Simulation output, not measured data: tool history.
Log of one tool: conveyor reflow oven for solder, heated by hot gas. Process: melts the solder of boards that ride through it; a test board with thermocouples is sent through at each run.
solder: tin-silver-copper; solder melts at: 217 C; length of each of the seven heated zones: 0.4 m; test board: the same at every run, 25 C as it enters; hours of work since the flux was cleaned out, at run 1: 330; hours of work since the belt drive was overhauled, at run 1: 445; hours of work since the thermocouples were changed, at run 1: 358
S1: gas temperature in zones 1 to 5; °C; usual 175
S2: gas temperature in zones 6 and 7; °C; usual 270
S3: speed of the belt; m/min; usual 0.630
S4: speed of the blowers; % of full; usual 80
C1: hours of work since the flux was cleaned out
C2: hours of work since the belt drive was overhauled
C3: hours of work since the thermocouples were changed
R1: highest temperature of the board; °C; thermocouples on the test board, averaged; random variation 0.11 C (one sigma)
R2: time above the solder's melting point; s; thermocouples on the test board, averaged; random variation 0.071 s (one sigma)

run     day   S1   S2     S3  S4   C1   C2   C3     R1     R2
  1   0.000  175  270  0.630  80  330  445  358  257.4  61.83
  2   0.396  175  270  0.630  62  335  450  363  254.1  59.17
  3   1.167  175  270  0.630  79  345  460  373  257.2  61.67
  4   1.779  175  270  0.630  79  353  468  382  257.2  61.58
  5   2.133  175  270  0.576  79  358  473  386  259.3  69.51
  6   2.775  175  270  0.576  79  367  481  395  259.2  69.27
  7   3.512  175  270  0.576  79  376  491  404  259.2  69.41
  8   3.954  175  270  0.576  79  382  497  410  259.1  69.36
  9   4.400  175  270  0.576  79  388  503  416  259.3  69.43
 10   5.058  175  270  0.630  69  397  511  425  255.3  60.16
 11   5.404  175  270  0.630  69  401  516  429  255.5  60.12
 12   5.812  175  270  0.541  80  406  521  434  260.5  75.29
 13   6.608  175  270  0.630  80  417  532  445  256.9  61.66
 14   7.021  175  270  0.630  80  422  537  450  256.9  61.68
 15   7.596  175  270  0.630  80  430  545  458  257.0  61.62
 16   8.338  175  270  0.642  80  440  554  468  256.5  59.98
      8.883  -- flux residue cleaned out of gas plates and filters
 17   9.025  175  265  0.675  80    2  561  474  252.0  54.63
 18   9.462  175  265  0.675  80    8  566  480  252.0  54.41
 19  10.192  172  261  0.630  65   17  576  489  247.2  53.66
 20  10.933  186  281  0.630  68   27  586  499  267.7  70.80
 21  11.471  181  270  0.630  80   34  593  506  258.8  65.12
 22  12.021  181  270  0.630  80   41  600  513  258.8  65.14
 23  12.662  187  280  0.575  60   50  608  522  267.7  78.17
 24  13.362  167  270  0.630  80   59  618  531  256.9  59.43
 25  13.825  175  284  0.630  80   65  624  537  270.9  68.61
 26  14.183  168  262  0.531  63   70  628  542  251.5  67.75
 27  14.575  175  270  0.670  80   75  634  547  256.3  57.55
 28  15.075  186  270  0.630  53   81  640  553  254.8  63.76
 29  15.588  186  270  0.630  53   88  647  560  254.6  63.78
 30  16.058  186  270  0.630  53   94  653  566  254.8  63.73

Some steps in R1 between neighbouring runs. How much of each would the tool show without its hidden state too (settings, what came in, random variation), and how much is left for the hidden state, with any gauge scatter that isn't in both results?
The hidden state here: heat that the gas passes to the board, % of a clean oven's; belt's true speed, % of the reading; true gas temperature in zones 6 and 7 over the reading, C; drift of the gauge itself on peak_c, C; drift of the gauge itself on liquid_s, %.
Run 11 -> 12: S3 0.630 -> 0.541, S4 69 -> 80. R1 +5.0 °C: hidden state +0.2, all else +4.8.
Run 12 -> 13: S3 0.541 -> 0.630. R1 -3.6 °C: hidden state -0.3, all else -3.3.
Run 16 -> 17: S2 270 -> 265, S3 0.642 -> 0.675, flux residue cleaned out of gas plates and filters. R1 -4.5 °C: hidden state +1.4, all else -5.9.
Run 19 -> 20: S1 172 -> 186, S2 261 -> 281, S4 65 -> 68. R1 +20.5 °C: hidden state -0.1, all else +20.6.
Run 24 -> 25: S1 167 -> 175, S2 270 -> 284. R1 +14.0 °C: hidden state +0.1, all else +13.9.
Run 25 -> 26: S1 175 -> 168, S2 284 -> 262, S3 0.630 -> 0.531, S4 80 -> 63. R1 -19.4 °C: hidden state +0.0, all else -19.4.
